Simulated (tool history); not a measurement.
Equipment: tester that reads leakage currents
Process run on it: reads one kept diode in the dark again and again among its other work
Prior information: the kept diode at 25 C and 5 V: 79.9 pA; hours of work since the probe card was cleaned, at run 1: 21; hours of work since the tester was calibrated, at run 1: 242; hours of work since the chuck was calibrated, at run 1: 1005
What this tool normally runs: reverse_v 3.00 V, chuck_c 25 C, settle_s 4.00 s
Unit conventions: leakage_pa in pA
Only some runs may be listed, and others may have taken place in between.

| run | hour | reverse_v | chuck_c | settle_s | hours of work since the probe card was cleaned | hours of work since the tester was calibrated | hours of work since the chuck was calibrated | leakage_pa |
|---|---|---|---|---|---|---|---|---|
| 1 | 0.0 | 3.00 | 25 | 4.00 | 21 | 242 | 1005 | 73.95 |
| 2 | 84.9 | 3.00 | 25 | 4.00 | 80 | 301 | 1064 | 74.52 |
| 3 | 161.8 | 3.00 | 25 | 4.00 | 134 | 354 | 1117 | 75.49 |
|  | 218.7 | chuck's temperature calibrated |
| 4 | 253.0 | 3.00 | 25 | 4.00 | 196 | 416 | 24 | 66.41 |
| 5 | 361.9 | 3.00 | 25 | 4.00 | 271 | 492 | 100 | 67.65 |
| 6 | 430.1 | 3.00 | 25 | 4.00 | 319 | 539 | 147 | 68.30 |
| 7 | 477.7 | 3.00 | 25 | 4.00 | 352 | 572 | 180 | 68.70 |
| 8 | 571.2 | 3.00 | 25 | 3.69 | 417 | 637 | 245 | 68.90 |
| 9 | 677.9 | 3.00 | 25 | 4.00 | 491 | 712 | 319 | 69.89 |
| 10 | 740.4 | 14.53 | 38 | 4.00 | 535 | 755 | 363 | 363.28 |
| 11 | 788.7 | 2.85 | 25 | 9.97 | 568 | 789 | 396 | 69.83 |
| 12 | 880.0 | 13.97 | 28 | 0.92 | 632 | 852 | 460 | 174.83 |
| 13 | 973.2 | 13.97 | 28 | 0.92 | 696 | 917 | 525 | 176.51 |
| 14 | 1065.6 | 16.97 | 25 | 0.34 | 761 | 981 | 589 | 166.77 |
| 15 | 1166.5 | 6.44 | 25 | 5.05 | 831 | 1051 | 659 | 100.99 |
| 16 | 1255.7 | 2.51 | 25 | 1.69 | 893 | 1113 | 721 | 69.21 |
| 17 | 1310.0 | 2.51 | 25 | 1.69 | 931 | 1151 | 759 | 70.15 |

Consider 3 possible next runs. They are alternatives, not a sequence: every one starts from the tool as it was left by run 17. What does each give?
| A | 1395.2 | 6.54 | 30 | 0.84 | 990 | 1210 | 818 | ? |
| B | 1395.2 | 9.98 | 20 | 0.52 | 990 | 1210 | 818 | ? |
| C | 1395.2 | 6.46 | 60 | 2.84 | 990 | 1210 | 818 | ? |

| run | leakage_pa |
|---|---|
| A | 155.72 |
| B | 91.85 |
| C | 1302.29 |
The same runs, with their run-to-run variation unchanged, on a tool lacking any hidden condition would have given:
| run | leakage_pa |
|---|---|
| A | 135.94 |
| B | 74.35 |
| C | 1201.03 |
